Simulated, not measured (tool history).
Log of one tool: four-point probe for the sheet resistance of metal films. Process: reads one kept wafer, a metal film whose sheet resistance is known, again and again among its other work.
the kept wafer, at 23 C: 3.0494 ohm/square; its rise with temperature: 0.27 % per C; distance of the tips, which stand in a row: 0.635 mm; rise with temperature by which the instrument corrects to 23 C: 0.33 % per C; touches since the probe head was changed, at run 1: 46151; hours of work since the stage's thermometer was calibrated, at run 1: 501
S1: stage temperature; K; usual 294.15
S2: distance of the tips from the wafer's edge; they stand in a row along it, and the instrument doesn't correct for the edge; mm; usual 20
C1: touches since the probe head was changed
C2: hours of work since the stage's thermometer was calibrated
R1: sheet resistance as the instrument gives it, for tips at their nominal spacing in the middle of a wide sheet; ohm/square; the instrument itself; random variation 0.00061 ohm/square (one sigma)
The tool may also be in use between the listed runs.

run   hour      S1  S2     C1   C2        R1
  1    0.0  294.15  20  46151  501  3.044410
  2   13.9  294.15  21  46784  510  3.045432
  3   37.8  294.15  20  47877  525  3.045155
  4   60.9  292.15  20  48934  540  3.048813
  5   83.0  304.15  20  49946  554  3.027257
  6  109.2  304.15  20  51141  571  3.026567
  7  124.2  304.15  20  51827  581  3.027114
  8  150.7  304.15  20  53036  598  3.027349
  9  170.5  292.15  20  53942  611  3.048999
 10  184.1  294.15  20  54562  620  3.044097
 11  206.6  294.15  20  55592  634  3.044857
 12  229.1  294.15  20  56619  649  3.045476
 13  246.4  294.15  10  57410  660  3.050532
     248.5  -- stage's thermometer calibrated
 14  267.4  294.15  10  58348   12  3.050068
 15  288.1  294.15  10  59296   26  3.048425
 16  313.5  294.15  10  60457   42  3.048593
     336.6  -- stage's thermometer calibrated, once more
 17  338.2  294.15  56  61563    1  3.046758
 18  361.7  294.15  56  62637   16  3.046622
 19  375.9  294.15  56  63285   25  3.046598
 20  401.9  294.15  56  64471   42  3.045896
 21  422.2  294.15  56  65401   55  3.046957
 22  448.9  294.15  56  66620   73  3.046709
 23  476.5  301.15  12  67880   91  3.038779
 24  504.5  303.15  30  69163  109  3.030871
 25  530.4  298.15   7  70344  125  3.052576
 26  553.4  298.15   7  71395  140  3.052900
 27  571.4  298.15  74  72219  152  3.038605
 28  595.1  294.15  25  73301  167  3.049510
 29  607.4  299.15  54  73864  175  3.037751
 30  632.7  295.15   4  75018  192  3.085763
 31  647.3  300.15   3  75685  201  3.108177
 32  665.0  300.15   3  76496  213  3.107941
 33  686.1  300.15   3  77459  226  3.107478
 34  714.3  304.15   5  78748  244  3.055910
 35  739.3  304.15   5  79891  261  3.055675
 36  756.7  295.15  61  80687  272  3.046761
 37  768.5  294.15  12  81225  280  3.053419
 38  789.9  297.15  20  82204  293  3.043964
 39  810.8  297.15  20  83159  307  3.042558
 40  835.3  301.15  20  84277  323  3.036371
 41  848.8  295.15  48  84895  332  3.047414
 42  864.1  301.15  48  85598  342  3.035505

Hidden state or all else? Some run-to-run changes of R1, split into what the settings, what came in and random variation would give without the hidden state, and what is left for the hidden state (with any gauge scatter that isn't in both results):
The hidden state here: inner tips' distance over the nominal, %; tips' flats over new ones', %; wafer's true temperature over the reading, C; drift of the gauge itself on sheet_ohm, %.
Run 13 -> 14: stage's thermometer calibrated. R1 -0.000464 ohm/square: hidden state -0.000708, all else +0.000244.
Run 16 -> 17: S2 10 -> 56, stage's thermometer calibrated, once more. R1 -0.001835 ohm/square: hidden state +0.003004, all else -0.004839.
Run 29 -> 30: S1 299.15 -> 295.15, S2 54 -> 4. R1 +0.048012 ohm/square: hidden state +0.000003, all else +0.048009.
Run 30 -> 31: S1 295.15 -> 300.15, S2 4 -> 3. R1 +0.022414 ohm/square: hidden state +0.000021, all else +0.022393.
Run 33 -> 34: S1 300.15 -> 304.15, S2 3 -> 5. R1 -0.051568 ohm/square: hidden state +0.000203, all else -0.051771.
